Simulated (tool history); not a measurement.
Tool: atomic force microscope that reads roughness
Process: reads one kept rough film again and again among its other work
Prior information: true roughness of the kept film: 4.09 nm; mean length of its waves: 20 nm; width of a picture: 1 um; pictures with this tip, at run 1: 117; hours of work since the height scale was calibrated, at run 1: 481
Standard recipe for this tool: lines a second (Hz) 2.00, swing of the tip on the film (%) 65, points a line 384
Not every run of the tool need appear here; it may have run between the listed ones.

run	hour	lines a second (Hz)	swing of the tip on the film (%)	points a line	pictures with this tip	hours of work since the height scale was calibrated	roughness of the kept film (nm (root mean square))
1	0.0	2.00	65	384	117	481	2.731
# hour 10.5: new tip fitted
2	44.2	0.86	65	384	44	500	3.027
3	90.6	2.00	65	384	104	520	2.723
# hour 108.5: new tip fitted
4	113.0	1.25	65	384	6	530	3.213
5	148.8	1.25	65	384	52	545	2.993
6	181.2	1.25	65	384	95	559	2.820
# hour 209.3: new tip fitted
7	216.2	1.25	65	384	9	574	3.210
8	240.6	1.25	59	384	40	585	3.085
9	274.6	1.25	59	384	85	600	2.927
10	297.7	2.00	65	624	115	610	2.766
# hour 308.2: new tip fitted
11	320.5	0.60	82	384	16	620	3.121
12	360.9	0.54	88	700	69	637	2.920

Run 13, settings as shown, results not yet in. Your forecast:
13	390.2	0.54	88	700	107	650	?

roughness of the kept film (nm (root mean square)): 2.798
With the hidden condition absent and the run-to-run variation left alone, this run would have shown roughness of the kept film (nm (root mean square)) 3.288.
